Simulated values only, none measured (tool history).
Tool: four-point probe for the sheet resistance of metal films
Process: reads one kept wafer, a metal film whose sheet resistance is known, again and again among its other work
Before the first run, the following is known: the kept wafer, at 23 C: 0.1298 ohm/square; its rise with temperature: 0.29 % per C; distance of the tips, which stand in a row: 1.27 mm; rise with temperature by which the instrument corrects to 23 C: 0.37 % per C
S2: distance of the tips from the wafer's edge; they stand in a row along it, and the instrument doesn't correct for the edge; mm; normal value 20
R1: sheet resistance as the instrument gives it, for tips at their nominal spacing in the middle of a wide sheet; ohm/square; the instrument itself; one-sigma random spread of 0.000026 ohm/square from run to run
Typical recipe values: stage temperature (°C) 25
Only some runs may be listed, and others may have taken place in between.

Run 1, hour 0.0: usual settings. Result: R1 0.130235 ohm/square.
Run 2, hour 32.2: usual settings. Result: R1 0.130229 ohm/square.
Run 3, hour 65.0: usual settings but S2 19 mm. Result: R1 0.130288 ohm/square.
Run 4, hour 104.4: usual settings but S2 19 mm. Result: R1 0.130265 ohm/square.
Run 5, hour 127.4: usual settings. Result: R1 0.130205 ohm/square.
Run 6, hour 157.2: usual settings. Result: R1 0.130266 ohm/square.
Run 7, hour 178.8: usual settings. Result: R1 0.130230 ohm/square.
Run 8, hour 196.6: usual settings. Result: R1 0.130335 ohm/square.
Run 9, hour 234.3: usual settings but S2 13 mm. Result: R1 0.130706 ohm/square.
Run 10, hour 268.8: usual settings. Result: R1 0.130292 ohm/square.
Run 11, hour 289.9: usual settings but stage temperature (°C) 30. Result: R1 0.129822 ohm/square.
Run 12, hour 323.3: usual settings but stage temperature (°C) 18. Result: R1 0.130920 ohm/square.
Run 13, hour 344.4: usual settings but stage temperature (°C) 18. Result: R1 0.130956 ohm/square.
Run 14, hour 376.9: usual settings but stage temperature (°C) 23. Result: R1 0.130468 ohm/square.
Run 15, hour 413.6: usual settings but stage temperature (°C) 26, S2 6 mm. Result: R1 0.132992 ohm/square.
Run 16, hour 430.3: usual settings but stage temperature (°C) 22, S2 3 mm. Result: R1 0.141709 ohm/square.
Run 17, hour 467.6: usual settings but stage temperature (°C) 24, S2 68 mm. Result: R1 0.130181 ohm/square.
Run 18, hour 502.5: usual settings but stage temperature (°C) 32, S2 64 mm. Result: R1 0.129367 ohm/square.
Run 19, hour 539.6: usual settings but stage temperature (°C) 32, S2 4 mm. Result: R1 0.136008 ohm/square.
Run 20, hour 563.8: usual settings but stage temperature (°C) 32, S2 4 mm. Result: R1 0.136009 ohm/square.
Run 21, hour 596.9: usual settings but S2 12 mm. Result: R1 0.130845 ohm/square.
Run 22, hour 624.0: usual settings but S2 14 mm. Result: R1 0.130618 ohm/square.
Run 23, hour 644.9: usual settings but stage temperature (°C) 18. Result: R1 0.131064 ohm/square.
Run 24, hour 681.0: usual settings but stage temperature (°C) 18. Result: R1 0.131000 ohm/square.
Run 25, hour 703.4: usual settings but stage temperature (°C) 21, S2 38 mm. Result: R1 0.130558 ohm/square.
Run 26, hour 730.7: usual settings but stage temperature (°C) 22, S2 14 mm. Result: R1 0.130953 ohm/square.
Run 27, hour 753.6: usual settings but stage temperature (°C) 33, S2 14 mm. Result: R1 0.129907 ohm/square.

What if the next run were any one of these 4? Each begins from the tool's condition after run 27:
Run A, hour 791.3: usual settings but S2 50 mm. Result: R1 ?.
Run B, hour 791.3: usual settings but stage temperature (°C) 21, S2 17 mm. Result: R1 ?.
Run C, hour 791.3: usual settings but stage temperature (°C) 24, S2 5 mm. Result: R1 ?.
Run D, hour 791.3: usual settings but stage temperature (°C) 26, S2 4 mm. Result: R1 ?.

run        R1
  A  0.130160
  B  0.130869
  C  0.134574
  D  0.136694
Stripped of hidden state, with their random variation kept, the same runs would have yielded:
run        R1
  A  0.129675
  B  0.130382
  C  0.134074
  D  0.136187

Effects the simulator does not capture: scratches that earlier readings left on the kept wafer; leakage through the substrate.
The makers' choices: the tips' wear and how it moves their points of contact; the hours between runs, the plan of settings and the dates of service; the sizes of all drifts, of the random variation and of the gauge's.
